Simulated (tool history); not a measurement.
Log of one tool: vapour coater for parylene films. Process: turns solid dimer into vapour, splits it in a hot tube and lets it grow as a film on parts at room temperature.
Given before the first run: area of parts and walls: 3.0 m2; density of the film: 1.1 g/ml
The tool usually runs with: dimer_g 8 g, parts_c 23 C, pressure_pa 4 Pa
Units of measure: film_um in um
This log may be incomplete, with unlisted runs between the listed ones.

Run 1, hour 0: usual settings. Result: film_um 1.77 um.
Run 2, hour 29.5: usual settings. Result: film_um 1.74 um.
Run 3, hour 53.4: usual settings. Result: film_um 1.77 um.
Run 4, hour 73.9: usual settings. Result: film_um 1.76 um.
Run 5, hour 111.9: usual settings. Result: film_um 1.71 um.
Run 6, hour 141.3: usual settings. Result: film_um 1.75 um.
Run 7, hour 168.6: usual settings. Result: film_um 1.74 um.
Run 8, hour 210.3: usual settings. Result: film_um 1.7 um.
Run 9, hour 241: usual settings but dimer_g 5 g. Result: film_um 1.06 um.
Run 10, hour 271.7: usual settings. Result: film_um 1.69 um.
At hour 277.8: trap's valve overhauled.
Run 11, hour 302.3: usual settings. Result: film_um 1.84 um.
Run 12, hour 343: usual settings. Result: film_um 1.82 um.
Run 13, hour 372.5: usual settings but dimer_g 5 g, parts_c 17 C. Result: film_um 1.37 um.
Run 14, hour 407.6: usual settings but dimer_g 5 g, parts_c 17 C. Result: film_um 1.35 um.
Run 15, hour 444.1: usual settings but dimer_g 9 g, pressure_pa 7.97 Pa. Result: film_um 1.98 um.
Run 16, hour 489.3: usual settings but dimer_g 5 g, parts_c 15 C, pressure_pa 4.05 Pa. Result: film_um 1.45 um.
Run 17, hour 536.8: usual settings but dimer_g 5 g, parts_c 18 C, pressure_pa 10.29 Pa. Result: film_um 1.2 um.
Run 18, hour 566.3: usual settings but dimer_g 5 g, parts_c 18 C, pressure_pa 10.29 Pa. Result: film_um 1.22 um.
Run 19, hour 598.4: usual settings but dimer_g 3 g, pressure_pa 9.13 Pa. Result: film_um 0.62 um.

Each row is a separate what-if for the run after 19, all from the same tool condition, not one after another. Results?
Run A, hour 642.6: usual settings but pressure_pa 9.13 Pa. Result: film_um ?.
Run B, hour 642.6: usual settings but dimer_g 7 g, pressure_pa 2.93 Pa. Result: film_um ?.
Run C, hour 642.6: usual settings but pressure_pa 3.13 Pa. Result: film_um ?.

run  film_um
  A     1.68
  B     1.58
  C     1.81
Without the tool's hidden state the same runs would have given:
run  film_um
  A     1.72
  B     1.62
  C     1.85
